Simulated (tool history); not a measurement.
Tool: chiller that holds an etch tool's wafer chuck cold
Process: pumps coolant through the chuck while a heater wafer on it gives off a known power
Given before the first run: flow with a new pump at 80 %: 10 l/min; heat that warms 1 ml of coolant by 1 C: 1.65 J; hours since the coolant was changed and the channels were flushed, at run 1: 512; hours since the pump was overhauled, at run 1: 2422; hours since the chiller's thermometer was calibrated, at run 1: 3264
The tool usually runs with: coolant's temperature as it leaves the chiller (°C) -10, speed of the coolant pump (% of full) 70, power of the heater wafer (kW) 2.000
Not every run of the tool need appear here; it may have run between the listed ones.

run,hour,coolant's temperature as it leaves the chiller (°C),speed of the coolant pump (% of full),power of the heater wafer (kW),hours since the coolant was changed and the channels were flushed,hours since the pump was overhauled,hours since the chiller's thermometer was calibrated,chuck's temperature once it has settled (°C),how much warmer the coolant comes back (C)
1,0.0,-10,70,2.000,512,2422,3264,7.3,8.31
2,59.7,-10,70,2.000,572,2482,3324,7.3,8.30
3,100.6,-10,70,2.570,613,2522,3365,12.0,10.76
4,140.0,-10,70,2.000,652,2562,3404,7.2,8.38
5,187.8,-10,70,2.000,700,2610,3452,7.0,8.35
6,236.3,-10,70,2.000,748,2658,3501,7.2,8.34
7,296.8,-10,70,2.000,809,2719,3561,7.3,8.32
8,326.8,-10,70,2.000,839,2749,3591,7.4,8.32
9,379.6,-10,70,2.000,892,2801,3644,7.3,8.35
10,433.0,-10,70,2.000,945,2855,3697,7.3,8.36
11,493.2,-10,70,2.000,1005,2915,3758,7.4,8.30
12,536.8,-10,70,2.000,1049,2959,3801,7.2,8.38
13,573.0,-10,70,2.000,1085,2995,3837,7.1,8.26
14,620.3,-10,70,2.000,1132,3042,3885,7.2,8.47
15,675.0,-10,70,2.000,1187,3097,3939,7.2,8.35
16,704.9,-10,70,2.000,1217,3127,3969,7.3,8.36
17,733.5,-10,70,2.000,1245,3155,3998,7.2,8.31
18,767.0,-10,70,2.000,1279,3189,4031,7.2,8.33
19,797.1,-11,71,2.947,1309,3219,4061,14.0,12.08
20,828.7,-8,93,1.474,1341,3251,4093,2.6,4.58
21,873.2,-8,93,1.474,1385,3295,4138,2.4,4.58
22,912.1,-8,93,1.474,1424,3334,4176,2.4,4.65
23,961.8,-19,98,2.785,1474,3384,4226,0.0,8.26
24,1021.1,-17,62,1.450,1533,3443,4285,-3.6,6.90
25,1088.2,-17,62,1.450,1600,3510,4353,-3.5,6.75
26,1133.4,-2,64,1.442,1645,3555,4398,11.3,6.53
27,1192.3,-2,64,1.442,1704,3614,4457,11.2,6.57
28,1247.7,-2,64,1.442,1760,3669,4512,11.2,6.56
29,1309.2,-14,64,1.002,1821,3731,4574,-4.9,4.57
30,1347.3,-5,79,1.238,1859,3769,4612,4.7,4.63
31,1393.0,-4,71,1.238,1905,3815,4657,6.6,5.16
32,1433.0,-4,71,1.238,1945,3855,4697,6.5,5.09
33,1483.4,-11,87,1.170,1995,3905,4748,-2.5,3.91

Forecast each of these 3 alternatives for the next run:
A,1523.0,-10,85,2.000,2035,3945,4787,?,?
B,1523.0,-16,70,1.622,2035,3945,4787,?,?
C,1523.0,-11,87,1.968,2035,3945,4787,?,?

run,chuck's temperature once it has settled (°C),how much warmer the coolant comes back (C)
A,5.0,6.85
B,-2.0,6.79
C,3.4,6.54
Had the tool no hidden state, the same runs would have come out as:
run,chuck's temperature once it has settled (°C),how much warmer the coolant comes back (C)
A,4.9,6.84
B,-2.0,6.79
C,3.4,6.53
